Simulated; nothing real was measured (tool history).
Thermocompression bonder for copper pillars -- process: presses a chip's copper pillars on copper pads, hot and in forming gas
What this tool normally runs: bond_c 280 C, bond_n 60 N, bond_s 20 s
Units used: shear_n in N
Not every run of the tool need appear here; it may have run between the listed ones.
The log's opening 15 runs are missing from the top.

Run 16, hour 364.4: usual settings. Result: shear_n 60.4 N.
At hour 368.1: forming gas filter changed.
Run 17, hour 394.2: usual settings. Result: shear_n 64.3 N.
Run 18, hour 410.6: usual settings. Result: shear_n 64.1 N.
Run 19, hour 446.0: usual settings. Result: shear_n 62.5 N.
Run 20, hour 478.7: usual settings. Result: shear_n 61.9 N.
Run 21, hour 510.1: usual settings but bond_c 306 C, bond_n 51 N, bond_s 42 s. Result: shear_n 96.3 N.
Run 22, hour 536.5: usual settings but bond_c 278 C, bond_n 41 N. Result: shear_n 42.0 N.
At hour 561.0: forming gas filter changed.
Run 23, hour 568.3: usual settings but bond_c 289 C, bond_n 40 N. Result: shear_n 55.3 N.
Run 24, hour 585.4: usual settings but bond_c 288 C, bond_n 48 N, bond_s 13 s. Result: shear_n 52.2 N.
Run 25, hour 617.8: usual settings but bond_c 257 C, bond_n 42 N, bond_s 16 s. Result: shear_n 28.4 N.
Run 26, hour 651.7: usual settings but bond_c 257 C, bond_n 42 N, bond_s 16 s. Result: shear_n 29.1 N.
Run 27, hour 679.0: usual settings but bond_c 257 C, bond_n 42 N, bond_s 16 s. Result: shear_n 27.7 N.
Run 28, hour 705.9: usual settings but bond_c 293 C, bond_n 42 N, bond_s 16 s. Result: shear_n 52.5 N.
Run 29, hour 727.4: usual settings but bond_c 291 C, bond_n 36 N, bond_s 59 s. Result: shear_n 73.1 N.
Run 30, hour 744.8: usual settings but bond_c 291 C, bond_n 36 N, bond_s 59 s. Result: shear_n 71.2 N.
At hour 752.9: forming gas filter changed.
Run 31, hour 771.3: usual settings but bond_c 285 C, bond_n 53 N, bond_s 48 s. Result: shear_n 86.3 N.
Run 32, hour 791.9: usual settings but bond_c 251 C, bond_n 63 N, bond_s 12 s. Result: shear_n 32.3 N.
Run 33, hour 811.4: usual settings but bond_c 282 C, bond_n 40 N, bond_s 21 s. Result: shear_n 48.6 N.
Run 34, hour 836.4: usual settings but bond_c 282 C, bond_n 40 N, bond_s 21 s. Result: shear_n 48.2 N.
Run 35, hour 853.5: usual settings but bond_c 300 C, bond_n 67 N, bond_s 21 s. Result: shear_n 88.5 N.
Run 36, hour 873.3: usual settings but bond_c 300 C, bond_n 67 N, bond_s 21 s. Result: shear_n 87.1 N.
Run 37, hour 897.7: usual settings but bond_c 300 C, bond_n 67 N, bond_s 21 s. Result: shear_n 86.7 N.
Run 38, hour 913.3: usual settings but bond_c 300 C, bond_n 67 N, bond_s 21 s. Result: shear_n 84.2 N.

Alternative continuations, all from the tool just after run 38; predict every row:
Run A, hour 933.5: usual settings but bond_c 301 C, bond_n 42 N, bond_s 14 s. Result: shear_n ?.
Run B, hour 933.5: usual settings but bond_n 78 N, bond_s 11 s. Result: shear_n ?.
Run C, hour 933.5: usual settings but bond_c 289 C, bond_n 81 N, bond_s 21 s. Result: shear_n ?.

run  shear_n
  A     54.6
  B     56.1
  C     80.3
With no hidden state in the tool, these same runs would have given:
run  shear_n
  A     63.0
  B     65.1
  C     92.1

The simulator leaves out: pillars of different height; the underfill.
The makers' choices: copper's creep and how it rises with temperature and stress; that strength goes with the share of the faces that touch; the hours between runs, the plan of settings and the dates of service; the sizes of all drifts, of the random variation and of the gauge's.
